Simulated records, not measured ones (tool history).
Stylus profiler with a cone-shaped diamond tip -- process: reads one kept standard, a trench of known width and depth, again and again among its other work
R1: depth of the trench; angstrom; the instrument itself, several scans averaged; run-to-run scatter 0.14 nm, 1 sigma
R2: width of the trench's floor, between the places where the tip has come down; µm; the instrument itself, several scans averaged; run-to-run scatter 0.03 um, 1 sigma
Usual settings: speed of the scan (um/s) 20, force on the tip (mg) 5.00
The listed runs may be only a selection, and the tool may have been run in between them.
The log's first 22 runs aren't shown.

run 23 hour=623.3 | speed_of_the_scan_(um/s)=9 force_on_the_tip_(mg)=3.90 | R1=5111.9 R2=46.91
run 24 hour=659.0 | speed_of_the_scan_(um/s)=9 force_on_the_tip_(mg)=3.90 | R1=5109.8 R2=46.98
run 25 hour=688.1 | speed_of_the_scan_(um/s)=69 force_on_the_tip_(mg)=3.72 | R1=5104.0 R2=46.83
run 26 hour=725.7 | speed_of_the_scan_(um/s)=58 force_on_the_tip_(mg)=2.58 | R1=5083.1 R2=46.87
-- hour=753.4 new tip fitted, height scale calibrated
run 27 hour=754.8 | speed_of_the_scan_(um/s)=48 force_on_the_tip_(mg)=1.96 | R1=5067.7 R2=46.85
run 28 hour=778.5 | speed_of_the_scan_(um/s)=5 force_on_the_tip_(mg)=9.38 | R1=5192.2 R2=46.96
run 29 hour=793.9 | speed_of_the_scan_(um/s)=27 force_on_the_tip_(mg)=5.59 | R1=5136.2 R2=46.95
run 30 hour=815.3 | speed_of_the_scan_(um/s)=63 force_on_the_tip_(mg)=5.59 | R1=5138.0 R2=46.88
run 31 hour=844.2 | speed_of_the_scan_(um/s)=63 force_on_the_tip_(mg)=5.59 | R1=5136.1 R2=46.84
run 32 hour=880.5 | speed_of_the_scan_(um/s)=14 force_on_the_tip_(mg)=2.54 | R1=5081.8 R2=46.95
run 33 hour=895.6 | speed_of_the_scan_(um/s)=14 force_on_the_tip_(mg)=4.12 | R1=5111.1 R2=47.00
run 34 hour=921.2 | speed_of_the_scan_(um/s)=55 force_on_the_tip_(mg)=4.16 | R1=5110.7 R2=46.93
run 35 hour=940.7 | speed_of_the_scan_(um/s)=16 force_on_the_tip_(mg)=6.66 | R1=5153.5 R2=46.99
run 36 hour=959.3 | speed_of_the_scan_(um/s)=28 force_on_the_tip_(mg)=2.70 | R1=5083.9 R2=46.96
run 37 hour=989.0 | speed_of_the_scan_(um/s)=7 force_on_the_tip_(mg)=4.76 | R1=5125.2 R2=46.98
run 38 hour=1024.3 | speed_of_the_scan_(um/s)=12 force_on_the_tip_(mg)=4.76 | R1=5123.4 R2=47.01
run 39 hour=1053.5 | speed_of_the_scan_(um/s)=7 force_on_the_tip_(mg)=10.10 | R1=5204.7 R2=47.01
run 40 hour=1077.4 | speed_of_the_scan_(um/s)=38 force_on_the_tip_(mg)=2.28 | R1=5076.9 R2=46.91
run 41 hour=1113.5 | speed_of_the_scan_(um/s)=68 force_on_the_tip_(mg)=9.18 | R1=5189.9 R2=46.89
run 42 hour=1143.8 | speed_of_the_scan_(um/s)=68 force_on_the_tip_(mg)=9.18 | R1=5190.6 R2=46.85

Below are 4 alternative next runs, each starting from the tool's condition after run 42. Predict each:
run A hour=1166.0 | speed_of_the_scan_(um/s)=68 force_on_the_tip_(mg)=3.79 | R1=? R2=?
run B hour=1166.0 | speed_of_the_scan_(um/s)=12 force_on_the_tip_(mg)=5.00 | R1=? R2=?
run C hour=1166.0 | speed_of_the_scan_(um/s)=5 force_on_the_tip_(mg)=8.28 | R1=? R2=?
run D hour=1166.0 | speed_of_the_scan_(um/s)=56 force_on_the_tip_(mg)=5.44 | R1=? R2=?

run=A R1=5107.9 R2=46.90
run=B R1=5126.6 R2=46.91
run=C R1=5179.0 R2=47.03
run=D R1=5133.8 R2=46.91
Stripped of hidden state, with their random variation kept, the same runs would have yielded:
run=A R1=5107.7 R2=46.91
run=B R1=5126.5 R2=46.91
run=C R1=5178.9 R2=47.03
run=D R1=5133.6 R2=46.91

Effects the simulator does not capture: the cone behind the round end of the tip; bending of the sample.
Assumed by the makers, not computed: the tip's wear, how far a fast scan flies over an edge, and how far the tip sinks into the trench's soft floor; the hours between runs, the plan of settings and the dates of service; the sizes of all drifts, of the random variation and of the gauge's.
